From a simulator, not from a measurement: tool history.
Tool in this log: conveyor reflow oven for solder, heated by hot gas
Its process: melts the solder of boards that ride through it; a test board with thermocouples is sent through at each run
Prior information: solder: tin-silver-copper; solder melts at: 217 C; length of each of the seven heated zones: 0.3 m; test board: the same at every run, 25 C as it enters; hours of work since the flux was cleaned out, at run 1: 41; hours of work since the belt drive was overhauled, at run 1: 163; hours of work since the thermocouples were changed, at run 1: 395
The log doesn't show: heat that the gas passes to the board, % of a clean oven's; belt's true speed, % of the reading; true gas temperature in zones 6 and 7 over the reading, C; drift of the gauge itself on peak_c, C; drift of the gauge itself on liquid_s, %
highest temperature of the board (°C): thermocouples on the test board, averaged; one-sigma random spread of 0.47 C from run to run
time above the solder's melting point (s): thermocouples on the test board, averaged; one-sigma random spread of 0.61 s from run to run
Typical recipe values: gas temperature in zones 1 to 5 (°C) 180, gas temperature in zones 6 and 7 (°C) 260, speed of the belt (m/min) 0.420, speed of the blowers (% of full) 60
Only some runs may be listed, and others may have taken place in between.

run     day  gas temperature in zones 1 to 5 (°C)  gas temperature in zones 6 and 7 (°C)  speed of the belt (m/min)  speed of the blowers (% of full)  hours of work since the flux was cleaned out  hours of work since the belt drive was overhauled  hours of work since the thermocouples were changed  highest temperature of the board (°C)  time above the solder's melting point (s)
  1   0.000                                   180                                    260                      0.420                                60                                            41                                                163                                                 395                                  242.9                                       57.9
  2   0.512                                   180                                    260                      0.420                                60                                            49                                                171                                                 403                                  242.3                                       56.8
  3   0.812                                   180                                    260                      0.420                                82                                            54                                                176                                                 408                                  247.8                                       64.4
  4   1.179                                   180                                    260                      0.420                                60                                            59                                                181                                                 413                                  242.2                                       57.5
  5   1.433                                   180                                    260                      0.420                                60                                            63                                                185                                                 417                                  242.6                                       58.1
  6   1.812                                   180                                    260                      0.420                                60                                            69                                                191                                                 423                                  243.2                                       57.9
  7   2.196                                   180                                    260                      0.376                                60                                            75                                                197                                                 429                                  246.0                                       70.2
  8   2.458                                   180                                    260                      0.376                                75                                            79                                                201                                                 433                                  249.4                                       73.3
  9   2.700                                   180                                    260                      0.376                                75                                            83                                                205                                                 437                                  248.7                                       73.5
 10   3.217                                   180                                    260                      0.420                                68                                            91                                                213                                                 445                                  244.2                                       60.3
      3.479  -- flux residue cleaned out of gas plates and filters
 11   3.912                                   180                                    260                      0.420                                61                                             7                                                221                                                 453                                  241.8                                       56.0
      4.500  -- flux residue cleaned out of gas plates and filters, once more
 12   4.621                                   180                                    260                      0.420                                61                                             2                                                228                                                 460                                  243.4                                       58.6
 13   4.958                                   180                                    260                      0.420                                61                                             7                                                233                                                 465                                  243.4                                       58.2
 14   5.438                                   180                                    260                      0.420                                60                                            14                                                241                                                 473                                  242.8                                       56.8
 15   5.838                                   180                                    257                      0.420                                60                                            21                                                247                                                 479                                  241.2                                       55.1
 16   6.283                                   180                                    269                      0.473                                60                                            28                                                254                                                 486                                  246.6                                       52.9
 17   6.592                                   180                                    269                      0.473                                60                                            32                                                259                                                 491                                  245.7                                       53.6
 18   6.962                                   180                                    269                      0.473                                60                                            38                                                264                                                 496                                  245.9                                       53.2
 19   7.362                                   180                                    269                      0.473                                60                                            44                                                271                                                 503                                  246.0                                       52.6
 20   7.658                                   190                                    269                      0.359                                60                                            49                                                275                                                 507                                  256.4                                       88.1
 21   7.988                                   176                                    271                      0.359                                80                                            54                                                280                                                 512                                  259.7                                       84.9
 22   8.462                                   176                                    253                      0.482                                80                                            61                                                288                                                 520                                  237.2                                       42.3
 23   8.700                                   176                                    253                      0.482                                80                                            65                                                291                                                 523                                  235.6                                       43.0
 24   9.192                                   176                                    253                      0.482                                80                                            73                                                299                                                 531                                  236.4                                       42.3
 25   9.554                                   176                                    253                      0.482                                80                                            78                                                305                                                 537                                  235.3                                       42.6
 26  10.067                                   180                                    274                      0.420                                60                                            86                                                312                                                 545                                  254.0                                       67.3
 27  10.504                                   189                                    260                      0.415                                60                                            93                                                319                                                 551                                  243.5                                       64.5
 28  10.808                                   180                                    248                      0.480                                76                                            98                                                324                                                 556                                  232.2                                       37.4
 29  11.246                                   168                                    260                      0.420                                60                                           104                                                331                                                 563                                  239.8                                       48.5
 30  11.746                                   180                                    260                      0.428                                60                                           112                                                338                                                 570                                  240.7                                       55.5

Below are 5 alternative next runs, each starting from the tool's condition after run 30. Predict each:
  A  12.008                                   180                                    269                      0.446                                60                                           116                                                343                                                 575                                      ?                                          ?
  B  12.008                                   177                                    275                      0.428                                53                                           116                                                343                                                 575                                      ?                                          ?
  C  12.008                                   180                                    256                      0.420                                60                                           116                                                343                                                 575                                      ?                                          ?
  D  12.008                                   172                                    260                      0.374                                76                                           116                                                343                                                 575                                      ?                                          ?
  E  12.008                                   194                                    260                      0.407                                75                                           116                                                343                                                 575                                      ?                                          ?

run  highest temperature of the board (°C)  time above the solder's melting point (s)
  A                                  247.3                                       58.2
  B                                  249.9                                       62.1
  C                                  239.3                                       52.9
  D                                  247.2                                       68.1
  E                                  248.5                                       74.2
Take away the tool's hidden state, keep each run's random variation, and the runs would have read:
run  highest temperature of the board (°C)  time above the solder's melting point (s)
  A                                  249.8                                       60.1
  B                                  252.3                                       63.9
  C                                  241.5                                       55.6
  D                                  249.7                                       70.2
  E                                  250.7                                       75.5
